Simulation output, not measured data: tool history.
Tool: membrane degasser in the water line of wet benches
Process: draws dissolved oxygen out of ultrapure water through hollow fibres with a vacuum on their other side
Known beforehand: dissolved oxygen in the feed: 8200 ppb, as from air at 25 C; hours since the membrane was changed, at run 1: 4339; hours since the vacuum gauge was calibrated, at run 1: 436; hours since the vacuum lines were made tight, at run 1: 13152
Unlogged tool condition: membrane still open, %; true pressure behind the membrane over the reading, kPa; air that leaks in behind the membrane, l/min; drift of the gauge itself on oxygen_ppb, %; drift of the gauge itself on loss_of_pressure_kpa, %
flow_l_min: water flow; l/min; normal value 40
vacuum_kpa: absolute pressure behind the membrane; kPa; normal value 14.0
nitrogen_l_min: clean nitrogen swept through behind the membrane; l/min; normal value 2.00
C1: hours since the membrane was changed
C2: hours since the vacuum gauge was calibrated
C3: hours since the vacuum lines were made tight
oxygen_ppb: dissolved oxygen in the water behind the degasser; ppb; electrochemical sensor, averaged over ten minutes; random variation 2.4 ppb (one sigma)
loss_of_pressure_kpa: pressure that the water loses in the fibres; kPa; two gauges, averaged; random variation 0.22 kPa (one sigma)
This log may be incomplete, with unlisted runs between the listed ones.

run 1 hour=0.0 | flow_l_min=40 vacuum_kpa=14.0 nitrogen_l_min=2.00 | C1=4339 C2=436 C3=13152 | oxygen_ppb=496.4 loss_of_pressure_kpa=55.14
run 2 hour=118.3 | flow_l_min=47 vacuum_kpa=14.0 nitrogen_l_min=2.00 | C1=4457 C2=554 C3=13270 | oxygen_ppb=592.6 loss_of_pressure_kpa=64.75
run 3 hour=208.4 | flow_l_min=40 vacuum_kpa=26.4 nitrogen_l_min=2.00 | C1=4547 C2=644 C3=13360 | oxygen_ppb=971.9 loss_of_pressure_kpa=55.37
run 4 hour=322.0 | flow_l_min=40 vacuum_kpa=14.0 nitrogen_l_min=2.00 | C1=4661 C2=758 C3=13474 | oxygen_ppb=499.4 loss_of_pressure_kpa=55.09
run 5 hour=443.4 | flow_l_min=40 vacuum_kpa=14.0 nitrogen_l_min=2.00 | C1=4782 C2=879 C3=13595 | oxygen_ppb=495.7 loss_of_pressure_kpa=54.89
run 6 hour=522.5 | flow_l_min=40 vacuum_kpa=10.4 nitrogen_l_min=2.00 | C1=4862 C2=959 C3=13674 | oxygen_ppb=351.8 loss_of_pressure_kpa=55.26
run 7 hour=599.2 | flow_l_min=40 vacuum_kpa=10.4 nitrogen_l_min=2.00 | C1=4938 C2=1035 C3=13751 | oxygen_ppb=353.1 loss_of_pressure_kpa=55.60
run 8 hour=720.5 | flow_l_min=40 vacuum_kpa=10.4 nitrogen_l_min=3.93 | C1=5060 C2=1156 C3=13872 | oxygen_ppb=213.5 loss_of_pressure_kpa=55.15
run 9 hour=792.4 | flow_l_min=40 vacuum_kpa=14.0 nitrogen_l_min=2.00 | C1=5132 C2=1228 C3=13944 | oxygen_ppb=496.7 loss_of_pressure_kpa=55.62
run 10 hour=852.5 | flow_l_min=40 vacuum_kpa=14.0 nitrogen_l_min=3.19 | C1=5192 C2=1288 C3=14004 | oxygen_ppb=344.9 loss_of_pressure_kpa=55.55
-- hour=902.1 seals of the vacuum lines changed
run 11 hour=923.1 | flow_l_min=40 vacuum_kpa=23.8 nitrogen_l_min=4.92 | C1=5260 C2=1357 C3=21 | oxygen_ppb=422.5 loss_of_pressure_kpa=55.12
run 12 hour=996.8 | flow_l_min=40 vacuum_kpa=23.8 nitrogen_l_min=4.92 | C1=5334 C2=1431 C3=95 | oxygen_ppb=427.9 loss_of_pressure_kpa=55.29
run 13 hour=1075.0 | flow_l_min=40 vacuum_kpa=23.8 nitrogen_l_min=4.92 | C1=5412 C2=1509 C3=173 | oxygen_ppb=423.6 loss_of_pressure_kpa=55.15
run 14 hour=1199.4 | flow_l_min=44 vacuum_kpa=14.7 nitrogen_l_min=2.14 | C1=5536 C2=1633 C3=297 | oxygen_ppb=549.3 loss_of_pressure_kpa=60.59
run 15 hour=1262.5 | flow_l_min=44 vacuum_kpa=14.7 nitrogen_l_min=2.14 | C1=5600 C2=1696 C3=360 | oxygen_ppb=548.1 loss_of_pressure_kpa=60.78
run 16 hour=1318.9 | flow_l_min=44 vacuum_kpa=14.7 nitrogen_l_min=2.14 | C1=5656 C2=1753 C3=417 | oxygen_ppb=552.4 loss_of_pressure_kpa=61.04
run 17 hour=1403.9 | flow_l_min=44 vacuum_kpa=14.7 nitrogen_l_min=2.14 | C1=5741 C2=1838 C3=502 | oxygen_ppb=556.4 loss_of_pressure_kpa=61.10
run 18 hour=1519.9 | flow_l_min=44 vacuum_kpa=14.7 nitrogen_l_min=2.14 | C1=5857 C2=1954 C3=618 | oxygen_ppb=546.5 loss_of_pressure_kpa=61.43
run 19 hour=1589.7 | flow_l_min=41 vacuum_kpa=24.6 nitrogen_l_min=1.05 | C1=5927 C2=2024 C3=688 | oxygen_ppb=1475.7 loss_of_pressure_kpa=57.39
run 20 hour=1677.3 | flow_l_min=47 vacuum_kpa=13.8 nitrogen_l_min=1.61 | C1=6014 C2=2111 C3=775 | oxygen_ppb=681.0 loss_of_pressure_kpa=65.69

Each row is a separate what-if for the run after 20, all from the same tool condition, not one after another. Results?
run A hour=1748.4 | flow_l_min=54 vacuum_kpa=11.1 nitrogen_l_min=4.99 | C1=6086 C2=2182 C3=846 | oxygen_ppb=? loss_of_pressure_kpa=?
run B hour=1748.4 | flow_l_min=41 vacuum_kpa=12.2 nitrogen_l_min=1.61 | C1=6086 C2=2182 C3=846 | oxygen_ppb=? loss_of_pressure_kpa=?
run C hour=1748.4 | flow_l_min=40 vacuum_kpa=19.7 nitrogen_l_min=2.50 | C1=6086 C2=2182 C3=846 | oxygen_ppb=? loss_of_pressure_kpa=?
run D hour=1748.4 | flow_l_min=61 vacuum_kpa=11.0 nitrogen_l_min=1.66 | C1=6086 C2=2182 C3=846 | oxygen_ppb=? loss_of_pressure_kpa=?

run=A oxygen_ppb=298.0 loss_of_pressure_kpa=75.05
run=B oxygen_ppb=511.6 loss_of_pressure_kpa=57.05
run=C oxygen_ppb=600.8 loss_of_pressure_kpa=55.80
run=D oxygen_ppb=674.9 loss_of_pressure_kpa=85.79
Take away the tool's hidden state, keep each run's random variation, and the runs would have read:
run=A oxygen_ppb=297.6 loss_of_pressure_kpa=73.72
run=B oxygen_ppb=511.4 loss_of_pressure_kpa=56.04
run=C oxygen_ppb=600.5 loss_of_pressure_kpa=54.81
run=D oxygen_ppb=674.3 loss_of_pressure_kpa=84.27

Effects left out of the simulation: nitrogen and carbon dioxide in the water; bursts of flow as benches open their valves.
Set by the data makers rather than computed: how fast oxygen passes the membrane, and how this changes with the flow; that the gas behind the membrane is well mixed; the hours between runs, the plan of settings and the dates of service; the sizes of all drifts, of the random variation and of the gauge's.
